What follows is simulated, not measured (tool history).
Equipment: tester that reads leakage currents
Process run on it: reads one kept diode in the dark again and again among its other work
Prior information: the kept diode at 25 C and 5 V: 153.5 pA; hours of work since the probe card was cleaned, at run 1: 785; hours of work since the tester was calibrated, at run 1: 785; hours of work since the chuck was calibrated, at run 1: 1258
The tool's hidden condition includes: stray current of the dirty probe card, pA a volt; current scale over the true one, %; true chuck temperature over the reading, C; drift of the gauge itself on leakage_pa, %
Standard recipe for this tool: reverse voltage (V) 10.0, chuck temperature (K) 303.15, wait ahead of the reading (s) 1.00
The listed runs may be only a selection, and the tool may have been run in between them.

run	hour	reverse voltage (V)	chuck temperature (K)	wait ahead of the reading (s)	hours of work since the probe card was cleaned	hours of work since the tester was calibrated	hours of work since the chuck was calibrated	current that the tester gives (pA)
1	0.0	10.0	303.15	1.00	785	785	1258	252.39
2	29.2	10.0	303.15	1.00	808	808	1281	252.16
3	59.5	10.0	303.15	1.00	832	832	1305	252.01
4	73.1	2.7	303.15	1.00	842	842	1315	163.59
5	98.3	10.0	303.15	1.00	862	862	1335	250.25
6	128.8	10.0	303.15	1.00	886	886	1359	250.38
7	145.3	7.3	303.15	1.00	899	899	1372	224.45
8	167.1	10.0	324.15	1.00	916	916	1389	1246.65
9	191.6	10.0	324.15	1.00	935	935	1408	1245.61
10	215.4	10.0	324.15	1.00	953	953	1427	1244.56
11	232.7	10.0	324.15	1.00	967	967	1440	1245.71
12	260.5	3.9	329.15	2.81	989	989	1462	1316.32
13	282.8	10.0	303.15	2.11	1006	1006	1479	245.45
14	307.9	5.0	300.15	1.00	1026	1026	1499	153.44
15	325.6	5.0	300.15	1.00	1039	1039	1513	152.99
16	356.9	17.3	300.15	1.76	1064	1064	1537	229.65
17	377.7	10.3	297.15	1.76	1080	1080	1553	149.52
18	410.3	10.3	297.15	1.76	1105	1105	1579	150.33
# hour 419.9: chuck's temperature calibrated
19	436.7	10.3	297.15	5.37	1125	1125	13	181.13
20	460.5	8.4	297.15	0.59	1143	1143	32	171.13
21	484.6	2.6	308.15	1.00	1162	1162	51	283.03
22	513.9	13.7	302.15	2.18	1185	1185	73	299.08

Forecast each of these 4 alternatives for the next run:
A	531.2	19.7	317.15	2.13	1198	1198	87	?
B	531.2	3.9	322.15	1.00	1198	1198	87	?
C	531.2	13.7	323.15	0.45	1198	1198	87	?
D	531.2	6.8	302.15	2.18	1198	1198	87	?

run	current that the tester gives (pA)
A	1074.69
B	922.37
C	1489.56
D	238.52
Take away the tool's hidden state, keep each run's random variation, and the runs would have read:
run	current that the tester gives (pA)
A	1078.91
B	931.82
C	1501.31
D	238.47

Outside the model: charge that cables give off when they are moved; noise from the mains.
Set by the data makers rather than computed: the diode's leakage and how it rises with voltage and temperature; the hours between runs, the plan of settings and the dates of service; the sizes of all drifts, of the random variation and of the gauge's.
